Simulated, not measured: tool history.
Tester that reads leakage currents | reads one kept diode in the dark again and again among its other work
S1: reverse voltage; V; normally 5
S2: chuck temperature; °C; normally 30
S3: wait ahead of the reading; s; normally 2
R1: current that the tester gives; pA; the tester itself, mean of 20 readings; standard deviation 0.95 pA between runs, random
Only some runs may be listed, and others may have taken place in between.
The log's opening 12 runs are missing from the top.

run 13 hour=275.9 | S1=2.33 S2=30 S3=2 | R1=227.26
run 14 hour=306.5 | S1=2.33 S2=30 S3=2 | R1=228.07
run 15 hour=320.1 | S1=2.33 S2=30 S3=2 | R1=225.55
run 16 hour=346.5 | S1=2.33 S2=30 S3=2 | R1=226.49
run 17 hour=360.4 | S1=2.33 S2=30 S3=2 | R1=226.02
run 18 hour=388.5 | S1=2.33 S2=30 S3=2 | R1=225.74
run 19 hour=403.4 | S1=14.16 S2=30 S3=2 | R1=514.27
run 20 hour=429 | S1=14.16 S2=30 S3=2 | R1=511.72
run 21 hour=443.6 | S1=2.53 S2=30 S3=5.89 | R1=232.42
run 22 hour=470.9 | S1=2.53 S2=30 S3=5.89 | R1=233.18
run 23 hour=499.4 | S1=6.31 S2=32 S3=4.57 | R1=419.7
-- hour=504.4 probe card cleaned and baked
run 24 hour=516.3 | S1=5 S2=30 S3=2 | R1=320.6
run 25 hour=540.5 | S1=5 S2=30 S3=2 | R1=321.04
run 26 hour=564.3 | S1=5 S2=30 S3=2 | R1=320.85
run 27 hour=577.5 | S1=5 S2=30 S3=2 | R1=319.85

Estimate the outcome of run 28 from the log above:
run 28 hour=591 | S1=4.59 S2=53 S3=5.51 | R1=?

{"run 28": {"R1": 2131.65}}
Minus the tool's unlogged condition, the same run would have read R1 2187.72 pA.
